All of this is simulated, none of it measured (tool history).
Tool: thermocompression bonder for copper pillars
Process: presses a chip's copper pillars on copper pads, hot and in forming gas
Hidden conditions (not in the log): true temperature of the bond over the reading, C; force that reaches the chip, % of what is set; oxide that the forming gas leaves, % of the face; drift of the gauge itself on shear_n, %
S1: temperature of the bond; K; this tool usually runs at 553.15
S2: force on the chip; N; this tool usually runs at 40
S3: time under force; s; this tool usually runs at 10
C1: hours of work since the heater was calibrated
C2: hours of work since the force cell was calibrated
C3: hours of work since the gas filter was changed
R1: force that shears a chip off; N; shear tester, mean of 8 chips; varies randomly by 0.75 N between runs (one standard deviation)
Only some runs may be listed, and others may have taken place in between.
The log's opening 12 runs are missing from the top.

{"run": 13, "hour": 428.2, "S1": 553.15, "S2": 29, "S3": 10, "C1": 864, "C2": 222, "C3": 35, "R1": 41.5}
{"run": 14, "hour": 454.9, "S1": 553.15, "S2": 29, "S3": 10, "C1": 876, "C2": 234, "C3": 46, "R1": 42.1}
{"run": 15, "hour": 493.6, "S1": 553.15, "S2": 40, "S3": 10, "C1": 892, "C2": 250, "C3": 63, "R1": 51.3}
{"run": 16, "hour": 529.1, "S1": 553.15, "S2": 40, "S3": 10, "C1": 907, "C2": 265, "C3": 78, "R1": 51.0}
{"run": 17, "hour": 561.8, "S1": 553.15, "S2": 40, "S3": 10, "C1": 921, "C2": 279, "C3": 92, "R1": 51.1}
{"run": 18, "hour": 587.9, "S1": 541.15, "S2": 30, "S3": 10, "C1": 933, "C2": 291, "C3": 103, "R1": 36.4}
{"run": 19, "hour": 613.9, "S1": 553.15, "S2": 30, "S3": 27, "C1": 944, "C2": 302, "C3": 114, "R1": 60.0}
{"run": 20, "hour": 651.7, "S1": 568.15, "S2": 40, "S3": 17, "C1": 960, "C2": 318, "C3": 130, "R1": 70.0}
{"hour": 666.3, "done": "forming gas filter changed"}
{"run": 21, "hour": 694.8, "S1": 552.15, "S2": 49, "S3": 12, "C1": 978, "C2": 336, "C3": 12, "R1": 62.2}
{"run": 22, "hour": 722.0, "S1": 552.15, "S2": 49, "S3": 12, "C1": 990, "C2": 348, "C3": 24, "R1": 61.6}
{"run": 23, "hour": 744.4, "S1": 552.15, "S2": 49, "S3": 12, "C1": 999, "C2": 357, "C3": 33, "R1": 60.4}
{"run": 24, "hour": 788.3, "S1": 576.15, "S2": 40, "S3": 13, "C1": 1018, "C2": 376, "C3": 52, "R1": 69.6}
{"run": 25, "hour": 806.0, "S1": 537.15, "S2": 40, "S3": 28, "C1": 1026, "C2": 384, "C3": 60, "R1": 64.5}
{"run": 26, "hour": 850.0, "S1": 531.15, "S2": 28, "S3": 28, "C1": 1044, "C2": 402, "C3": 79, "R1": 46.0}

The next listed run, before its measurement:
{"run": 27, "hour": 889.3, "S1": 531.15, "S2": 40, "S3": 10, "C1": 1061, "C2": 419, "C3": 95, "R1": "?"}

{"run 27": {"R1": 39.2}}
The same run, on a tool lacking any hidden state, would have yielded R1 44.2 N.
